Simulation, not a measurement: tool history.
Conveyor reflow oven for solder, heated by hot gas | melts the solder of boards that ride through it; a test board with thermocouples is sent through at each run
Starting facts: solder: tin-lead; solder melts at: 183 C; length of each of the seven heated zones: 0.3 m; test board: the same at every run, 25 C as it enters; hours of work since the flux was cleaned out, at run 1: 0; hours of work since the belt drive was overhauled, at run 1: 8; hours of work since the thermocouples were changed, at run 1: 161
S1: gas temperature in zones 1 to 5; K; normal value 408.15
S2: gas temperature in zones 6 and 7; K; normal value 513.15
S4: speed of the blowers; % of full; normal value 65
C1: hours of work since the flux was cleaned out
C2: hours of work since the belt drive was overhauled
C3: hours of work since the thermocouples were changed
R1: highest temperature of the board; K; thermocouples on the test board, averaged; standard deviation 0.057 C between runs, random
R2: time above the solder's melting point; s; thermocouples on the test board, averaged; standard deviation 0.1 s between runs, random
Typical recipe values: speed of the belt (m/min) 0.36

Run 1, hour 0: usual settings; C1 0; C2 8; C3 161. Result: R1 499.44 K, R2 82.5 s.
Run 2, hour 20.8: usual settings; C1 11; C2 19; C3 172. Result: R1 499.48 K, R2 82.5 s.
Run 3, hour 34.9: usual settings; C1 18; C2 26; C3 179. Result: R1 499.36 K, R2 82.5 s.
Run 4, hour 45.1: usual settings but S2 510.15 K; C1 24; C2 32; C3 185. Result: R1 496.62 K, R2 80.2 s.
Run 5, hour 68.2: usual settings but S2 510.15 K; C1 36; C2 44; C3 197. Result: R1 496.57 K, R2 80.3 s.
Run 6, hour 90: usual settings but S2 510.15 K, S4 68 % of full; C1 47; C2 55; C3 208. Result: R1 497.13 K, R2 81 s.
Run 7, hour 107.9: usual settings but S2 510.15 K, S4 68 % of full; C1 57; C2 65; C3 218. Result: R1 497.13 K, R2 80.7 s.
Run 8, hour 124.1: usual settings but S1 398.15 K; C1 66; C2 74; C3 226. Result: R1 497.93 K, R2 77.4 s.
Run 9, hour 148.1: usual settings but S1 398.15 K; C1 78; C2 86; C3 239. Result: R1 497.95 K, R2 77.5 s.
Run 10, hour 171.2: usual settings; C1 90; C2 98; C3 251. Result: R1 499.4 K, R2 82.4 s.
Run 11, hour 191.6: usual settings; C1 101; C2 109; C3 262. Result: R1 499.43 K, R2 82.4 s.
Run 12, hour 212.7: usual settings; C1 112; C2 120; C3 273. Result: R1 499.31 K, R2 82.5 s.
Run 13, hour 235.6: usual settings but S1 403.15 K, S2 522.15 K, S4 87 % of full; C1 124; C2 132; C3 285. Result: R1 510.08 K, R2 87.9 s.
Run 14, hour 258.9: usual settings but S1 400.15 K, S2 501.15 K, speed of the belt (m/min) 0.349, S4 84 % of full; C1 137; C2 145; C3 297. Result: R1 490.61 K, R2 75.3 s.
Run 15, hour 275.8: usual settings but S1 400.15 K, S2 501.15 K, speed of the belt (m/min) 0.349, S4 84 % of full; C1 146; C2 154; C3 306. Result: R1 490.62 K, R2 75.4 s.
Run 16, hour 299: usual settings but S1 400.15 K, S2 501.15 K, speed of the belt (m/min) 0.349, S4 84 % of full; C1 158; C2 166; C3 318. Result: R1 490.63 K, R2 75.6 s.
Run 17, hour 316.7: usual settings but S1 400.15 K, S2 503.15 K, speed of the belt (m/min) 0.406, S4 84 % of full; C1 167; C2 175; C3 328. Result: R1 488.28 K, R2 61.2 s.
Run 18, hour 328.4: usual settings but S1 402.15 K, S2 515.15 K; C1 173; C2 181; C3 334. Result: R1 500.38 K, R2 80.7 s.
Run 19, hour 342.9: usual settings but S1 402.15 K, S2 515.15 K; C1 181; C2 189; C3 342. Result: R1 500.34 K, R2 80.8 s.
Run 20, hour 357.8: usual settings but S1 393.15 K; C1 189; C2 197; C3 350. Result: R1 497.29 K, R2 75.1 s.
Run 21, hour 375.5: usual settings but S1 411.15 K; C1 198; C2 206; C3 359. Result: R1 499.86 K, R2 83.9 s.
Run 22, hour 390.9: usual settings but S1 411.15 K; C1 206; C2 214; C3 367. Result: R1 499.77 K, R2 84.1 s.
Run 23, hour 405.2: usual settings but S1 411.15 K; C1 214; C2 222; C3 375. Result: R1 499.84 K, R2 84.1 s.

Run 24 is up next; what results do you expect?
Run 24, hour 423.6: usual settings but S1 413.15 K; C1 224; C2 232; C3 384. Result: R1 ?, R2 ?.

{"run 24": {"R1": 500, "R2": 85.2}}
With no hidden state in the tool, this same run would have given R1 499.99 K, R2 85.1 s.
